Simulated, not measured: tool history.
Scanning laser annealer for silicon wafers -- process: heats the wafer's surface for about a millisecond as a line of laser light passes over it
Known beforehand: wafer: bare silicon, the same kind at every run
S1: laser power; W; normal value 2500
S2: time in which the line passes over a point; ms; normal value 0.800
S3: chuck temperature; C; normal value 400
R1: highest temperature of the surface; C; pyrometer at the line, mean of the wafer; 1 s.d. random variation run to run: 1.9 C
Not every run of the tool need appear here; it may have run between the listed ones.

Run 1, hour 0.0: usual settings. Result: R1 1151 C.
Run 2, hour 41.6: usual settings. Result: R1 1148 C.
Run 3, hour 71.2: usual settings. Result: R1 1147 C.
Run 4, hour 108.7: usual settings. Result: R1 1149 C.
At hour 117.2: laser's power meter calibrated.
Run 5, hour 144.5: usual settings but S1 2749 W. Result: R1 1225 C.
Run 6, hour 215.0: usual settings but S1 2749 W. Result: R1 1222 C.
Run 7, hour 277.2: usual settings but S1 2749 W, S2 0.585 ms. Result: R1 1112 C.
Run 8, hour 319.5: usual settings but S1 2630 W, S2 0.654 ms, S3 403 C. Result: R1 1116 C.
Run 9, hour 359.1: usual settings but S2 0.671 ms, S3 429 C. Result: R1 1115 C.
Run 10, hour 423.3: usual settings but S1 2477 W, S2 0.878 ms. Result: R1 1162 C.
At hour 468.1: laser's power meter calibrated, once more.
Run 11, hour 487.2: usual settings but S1 2277 W, S2 0.580 ms, S3 370 C. Result: R1 961 C.

For some of the steps in R1 from one run to the next: how much would appear even if the tool had no hidden state, given the settings, what came in and random variation, and how much remains for the hidden state plus any gauge scatter that the measured result and the result without hidden state don't share?
Hidden state present: light that passes the window, % of a clean one's; laser's true power over the reading, %; width of the line over the set one, %; drift of the gauge itself on peak_c, C.
Run 10 -> 11: S1 2477 -> 2277, S2 0.878 -> 0.580, S3 400 -> 370, laser's power meter calibrated, once more. R1 -201 C: hidden state +12, all else -213.
